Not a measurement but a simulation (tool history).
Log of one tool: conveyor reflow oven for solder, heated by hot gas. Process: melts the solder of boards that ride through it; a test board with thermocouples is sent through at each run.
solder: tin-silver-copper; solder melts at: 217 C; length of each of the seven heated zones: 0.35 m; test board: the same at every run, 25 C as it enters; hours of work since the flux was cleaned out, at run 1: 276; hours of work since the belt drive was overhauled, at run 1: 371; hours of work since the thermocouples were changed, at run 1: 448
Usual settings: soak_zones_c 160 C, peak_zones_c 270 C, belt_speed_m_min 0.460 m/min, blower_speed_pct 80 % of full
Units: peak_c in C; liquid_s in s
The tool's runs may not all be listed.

run	day	soak_zones_c	peak_zones_c	belt_speed_m_min	blower_speed_pct	hours of work since the flux was cleaned out	hours of work since the belt drive was overhauled	hours of work since the thermocouples were changed	peak_c	liquid_s
1	0.000	160	270	0.460	80	276	371	448	245.4	53.7
2	2.696	160	270	0.460	80	315	410	486	244.6	53.8
3	4.721	160	270	0.496	80	344	439	516	240.3	44.1
4	7.767	160	270	0.419	80	388	483	559	247.1	61.5
# day 10.733: flux residue cleaned out of gas plates and filters
5	10.733	160	270	0.419	80	0	523	599	252.4	69.6
6	13.650	160	270	0.419	85	42	565	641	252.7	69.9
7	15.696	160	270	0.419	85	72	594	671	251.7	70.1
8	18.971	160	270	0.460	80	119	642	718	246.3	56.7
9	20.596	160	270	0.460	80	142	665	741	245.6	55.9
10	22.929	160	270	0.460	80	176	699	775	246.0	56.3
11	25.267	160	270	0.476	80	209	732	809	244.2	50.4
12	27.162	160	270	0.390	82	237	760	836	251.1	74.0
13	29.379	169	274	0.378	80	269	792	868	256.7	85.8
14	32.542	161	270	0.431	80	314	837	914	245.5	60.6
15	34.450	160	270	0.530	53	342	865	941	227.7	20.5
16	35.979	160	270	0.530	53	364	887	963	227.2	20.6
17	39.104	160	270	0.530	53	409	932	1008	226.5	19.3
# day 40.742: flux residue cleaned out of gas plates and filters
18	41.975	160	280	0.387	80	18	970	1046	262.4	86.1
19	45.117	160	280	0.387	80	63	1015	1092	261.5	85.1
20	47.629	160	280	0.387	80	99	1052	1128	259.7	83.8
21	50.262	160	280	0.387	80	137	1090	1166	261.1	84.1
22	52.525	157	278	0.460	80	170	1122	1198	250.5	60.0

Forecast each of these 5 alternatives for the next run:
# day 54.017: thermocouples of zones 6 and 7 changed
A	54.183	157	270	0.460	80	193	1145	2	?	?
# day 54.017: thermocouples of zones 6 and 7 changed
B	54.183	154	270	0.460	60	193	1145	2	?	?
# day 54.017: thermocouples of zones 6 and 7 changed
C	54.183	160	270	0.382	80	193	1145	2	?	?
# day 54.017: thermocouples of zones 6 and 7 changed
D	54.183	155	270	0.460	80	193	1145	2	?	?
# day 54.017: thermocouples of zones 6 and 7 changed
E	54.183	160	270	0.460	51	193	1145	2	?	?

run	peak_c	liquid_s
A	246.9	55.5
B	239.5	44.6
C	253.8	78.8
D	245.3	54.7
E	238.3	43.1
Without the tool's hidden state the same runs would have given:
run	peak_c	liquid_s
A	249.8	58.6
B	242.2	48.0
C	256.1	81.0
D	248.2	57.9
E	240.6	46.3

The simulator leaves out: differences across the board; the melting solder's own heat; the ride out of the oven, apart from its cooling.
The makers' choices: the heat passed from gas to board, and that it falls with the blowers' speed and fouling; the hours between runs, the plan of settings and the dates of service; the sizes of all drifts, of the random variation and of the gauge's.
